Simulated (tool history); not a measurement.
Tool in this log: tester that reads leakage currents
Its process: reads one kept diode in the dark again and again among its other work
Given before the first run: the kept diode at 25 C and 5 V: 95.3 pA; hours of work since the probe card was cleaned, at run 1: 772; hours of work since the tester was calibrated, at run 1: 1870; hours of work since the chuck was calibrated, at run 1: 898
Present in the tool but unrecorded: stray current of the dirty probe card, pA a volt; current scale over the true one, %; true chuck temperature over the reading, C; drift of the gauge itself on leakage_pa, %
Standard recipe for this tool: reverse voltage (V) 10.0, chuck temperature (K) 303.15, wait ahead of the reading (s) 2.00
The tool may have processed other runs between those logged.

run    hour  reverse voltage (V)  chuck temperature (K)  wait ahead of the reading (s)  hours of work since the probe card was cleaned  hours of work since the tester was calibrated  hours of work since the chuck was calibrated  current that the tester gives (pA)
  1     0.0                 10.0                 303.15                           2.00                                             772                                           1870                                           898                              206.67
  2   190.7                 10.0                 319.15                           2.00                                             857                                           1955                                           982                              624.90
  3   332.6                 10.0                 319.15                           2.00                                             920                                           2018                                          1046                              627.13
  4   454.7                 10.0                 310.15                           2.00                                             974                                           2072                                          1100                              345.91
      662.4  -- chuck's temperature calibrated
  5   662.4                 10.0                 303.15                           2.00                                            1065                                           2164                                             0                              191.89
  6   803.0                 11.7                 293.15                           0.58                                            1128                                           2226                                            63                              110.61
  7   922.8                 13.4                 311.15                           0.57                                            1181                                           2280                                           116                              384.08
  8  1061.7                  4.4                 327.15                           6.28                                            1243                                           2341                                           178                              734.06
  9  1311.5                  4.4                 327.15                           6.28                                            1354                                           2452                                           289                              736.68
 10  1432.9                 10.0                 309.15                           4.83                                            1408                                           2506                                           343                              305.34

What if the next run were any one of these 3? Each begins from the tool's condition after run 10:
  A  1605.0                 10.0                 309.15                           7.27                                            1485                                           2583                                           419                                   ?
  B  1605.0                 13.6                 325.15                           7.35                                            1485                                           2583                                           419                                   ?
  C  1605.0                  2.2                 333.15                           4.83                                            1485                                           2583                                           419                                   ?

run  current that the tester gives (pA)
  A                              307.88
  B                              982.87
  C                              859.16
Stripped of hidden state, with their random variation kept, the same runs would have yielded:
run  current that the tester gives (pA)
  A                              277.42
  B                              925.54
  C                              829.65
